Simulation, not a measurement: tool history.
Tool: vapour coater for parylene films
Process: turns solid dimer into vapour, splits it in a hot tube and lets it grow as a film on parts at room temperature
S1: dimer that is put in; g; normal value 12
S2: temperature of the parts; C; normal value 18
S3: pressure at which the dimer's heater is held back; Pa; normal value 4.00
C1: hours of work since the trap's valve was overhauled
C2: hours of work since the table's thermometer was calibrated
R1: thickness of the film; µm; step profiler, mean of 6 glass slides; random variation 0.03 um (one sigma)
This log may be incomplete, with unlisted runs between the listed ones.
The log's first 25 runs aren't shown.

Run 26, hour 417.3: usual settings but S1 17 g, S2 13 C, S3 5.29 Pa; C1 231; C2 724. Result: R1 4.33 µm.
Run 27, hour 437.5: usual settings but S2 23 C, S3 6.85 Pa; C1 244; C2 736. Result: R1 1.77 µm.
Run 28, hour 452.9: usual settings but S2 23 C, S3 6.85 Pa; C1 253; C2 746. Result: R1 1.76 µm.
Run 29, hour 475.1: usual settings but S1 20 g, S2 23 C, S3 6.85 Pa; C1 267; C2 760. Result: R1 2.90 µm.
Run 30, hour 496.6: usual settings but S1 10 g, S2 26 C, S3 10.86 Pa; C1 280; C2 773. Result: R1 1.08 µm.
Run 31, hour 516.8: usual settings but S1 10 g, S2 26 C, S3 10.86 Pa; C1 293; C2 786. Result: R1 1.17 µm.
Run 32, hour 535.6: usual settings but S1 10 g, S2 26 C, S3 10.86 Pa; C1 305; C2 797. Result: R1 1.11 µm.
Run 33, hour 545.0: usual settings but S1 8 g; C1 311; C2 803. Result: R1 1.65 µm.
Run 34, hour 564.9: usual settings but S1 9 g, S3 7.01 Pa; C1 323; C2 816. Result: R1 1.60 µm.
At hour 576.9: trap's valve overhauled.
Run 35, hour 582.4: usual settings but S3 5.78 Pa; C1 3; C2 824. Result: R1 2.56 µm.
Run 36, hour 595.7: usual settings but S2 22 C; C1 12; C2 832. Result: R1 2.19 µm.
Run 37, hour 614.1: usual settings but S2 22 C; C1 23; C2 844. Result: R1 2.28 µm.

Estimate the outcome of run 38 from the log above:
Run 38, hour 634.1: usual settings but S1 9 g, S2 15 C; C1 36; C2 856. Result: R1 ?.

R1: 2.38 µm
Had the tool carried no hidden state, the very same run would have given R1 2.38 µm.

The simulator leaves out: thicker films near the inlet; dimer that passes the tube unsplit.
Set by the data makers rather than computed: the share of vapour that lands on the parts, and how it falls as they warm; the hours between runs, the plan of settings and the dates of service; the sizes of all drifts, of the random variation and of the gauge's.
